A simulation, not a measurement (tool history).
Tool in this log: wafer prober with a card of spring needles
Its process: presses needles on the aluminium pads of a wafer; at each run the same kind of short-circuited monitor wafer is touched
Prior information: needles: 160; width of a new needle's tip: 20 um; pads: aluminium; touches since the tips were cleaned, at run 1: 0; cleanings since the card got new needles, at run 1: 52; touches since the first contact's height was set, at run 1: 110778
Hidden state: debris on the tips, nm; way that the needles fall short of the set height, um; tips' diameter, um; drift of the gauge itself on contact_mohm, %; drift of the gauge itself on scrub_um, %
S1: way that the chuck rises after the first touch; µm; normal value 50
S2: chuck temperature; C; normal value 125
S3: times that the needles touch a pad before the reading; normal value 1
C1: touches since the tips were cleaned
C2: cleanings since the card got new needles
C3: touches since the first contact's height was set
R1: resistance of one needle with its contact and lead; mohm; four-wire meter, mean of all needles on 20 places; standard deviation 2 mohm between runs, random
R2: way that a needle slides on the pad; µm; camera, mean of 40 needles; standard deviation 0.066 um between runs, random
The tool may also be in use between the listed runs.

run,hour,S1,S2,S3,C1,C2,C3,R1,R2
1,0.0,50,125,1,0,52,110778,235,6.88
# hour 13.3: tips cleaned on abrasive film
# hour 28.3: tips cleaned on abrasive film
2,29.2,50,25,1,451,54,125183,231,6.90
# hour 44.1: tips cleaned on abrasive film
3,53.9,50,125,1,4863,55,137348,345,6.93
# hour 59.5: tips cleaned on abrasive film
# hour 75.0: tips cleaned on abrasive film
4,81.8,50,125,1,3347,57,151092,338,6.89
# hour 88.3: tips cleaned on abrasive film
# hour 104.4: tips cleaned on abrasive film
# hour 119.3: tips cleaned on abrasive film
5,121.5,50,35,1,1075,60,170626,259,6.74
# hour 134.2: tips cleaned on abrasive film
# hour 148.2: tips cleaned on abrasive film
# hour 162.8: tips cleaned on abrasive film
6,170.9,50,35,1,3987,63,194978,326,6.79
# hour 177.5: tips cleaned on abrasive film
# hour 193.2: tips cleaned on abrasive film
7,197.2,43,35,1,1970,65,207915,326,5.73
# hour 206.8: tips cleaned on abrasive film
# hour 221.6: tips cleaned on abrasive film
8,233.9,31,125,1,6098,67,226010,605,4.18
# hour 236.6: tips cleaned on abrasive film
# hour 251.2: tips cleaned on abrasive film
9,259.8,50,125,1,4306,69,238802,353,6.71
# hour 266.3: tips cleaned on abrasive film
# hour 280.1: tips cleaned on abrasive film
# hour 280.4: height of the first contact set anew
# hour 295.4: tips cleaned on abrasive film
10,299.8,50,125,2,2181,72,9571,272,7.18
# hour 310.7: tips cleaned on abrasive film
# hour 324.1: tips cleaned on abrasive film
# hour 337.6: tips cleaned on abrasive film
11,343.7,50,125,2,3014,75,31194,287,7.08
# hour 352.3: tips cleaned on abrasive film
# hour 367.5: tips cleaned on abrasive film
12,373.6,50,125,1,3067,77,45934,315,7.12
# hour 381.2: tips cleaned on abrasive film
# hour 395.8: tips cleaned on abrasive film
# hour 410.1: tips cleaned on abrasive film
13,410.1,50,61,1,0,80,63846,220,7.19
# hour 423.7: tips cleaned on abrasive film
# hour 439.5: tips cleaned on abrasive film
14,443.2,50,61,1,1838,82,80160,299,7.14
# hour 453.5: tips cleaned on abrasive film
# hour 467.6: tips cleaned on abrasive film
15,467.8,45,49,1,88,84,92263,232,6.25
# hour 483.0: tips cleaned on abrasive film
# hour 497.8: tips cleaned on abrasive film
16,503.1,45,49,1,2663,86,109709,354,6.27
# hour 511.4: tips cleaned on abrasive film
# hour 527.1: tips cleaned on abrasive film
# hour 543.0: tips cleaned on abrasive film
17,545.6,62,125,2,1276,89,130593,247,8.76
# hour 557.9: tips cleaned on abrasive film
18,568.1,62,125,2,5102,90,141748,283,8.54
# hour 571.4: tips cleaned on abrasive film
# hour 584.4: tips cleaned on abrasive film
# hour 598.2: tips cleaned on abrasive film
# hour 611.9: tips cleaned on abrasive film
19,618.6,51,37,1,3351,94,166596,332,6.92
# hour 627.5: tips cleaned on abrasive film
# hour 641.9: tips cleaned on abrasive film
# hour 655.8: tips cleaned on abrasive film
20,655.8,63,125,1,0,97,184848,238,8.78
# hour 670.4: tips cleaned on abrasive film
# hour 683.3: tips cleaned on abrasive film
21,693.9,30,61,2,5228,99,203653,504,3.82
# hour 697.2: tips cleaned on abrasive film
# hour 711.0: tips cleaned on abrasive film
22,720.3,30,61,2,4617,101,216669,500,3.99
# hour 725.8: tips cleaned on abrasive film
# hour 741.9: tips cleaned on abrasive film
# hour 755.3: tips cleaned on abrasive film
23,764.4,64,86,1,4515,104,238385,311,8.71
# hour 769.8: tips cleaned on abrasive film
# hour 782.9: tips cleaned on abrasive film
# hour 786.2: height of the first contact set anew
24,792.1,54,125,2,4425,106,2968,286,7.67
# hour 798.1: tips cleaned on abrasive film
# hour 813.3: tips cleaned on abrasive film
25,825.7,56,62,1,6131,108,19495,342,8.02
# hour 828.5: tips cleaned on abrasive film
# hour 842.2: tips cleaned on abrasive film
# hour 857.2: tips cleaned on abrasive film
# hour 871.9: tips cleaned on abrasive film
26,873.3,33,26,1,688,112,42904,323,4.53
# hour 887.2: tips cleaned on abrasive film
# hour 901.7: tips cleaned on abrasive film
27,914.3,59,72,1,6253,114,63143,330,8.30
# hour 916.6: tips cleaned on abrasive film
# hour 932.0: tips cleaned on abrasive film
# hour 945.4: tips cleaned on abrasive film
28,956.6,44,125,3,5532,117,83971,298,6.09

3 options for the next run, each taken on its own from the tool as it stands now. Forecast them:
# hour 959.9: tips cleaned on abrasive film
# hour 972.8: tips cleaned on abrasive film
A,980.0,50,125,1,3580,119,95476,?,?
# hour 959.9: tips cleaned on abrasive film
# hour 972.8: tips cleaned on abrasive film
B,980.0,31,125,2,3580,119,95476,?,?
# hour 959.9: tips cleaned on abrasive film
# hour 972.8: tips cleaned on abrasive film
C,980.0,35,27,3,3580,119,95476,?,?

run,R1,R2
A,352,6.97
B,429,4.24
C,317,4.80
Without the tool's hidden state the same runs would have given:
run,R1,R2
A,225,7.15
B,235,4.42
C,209,4.98
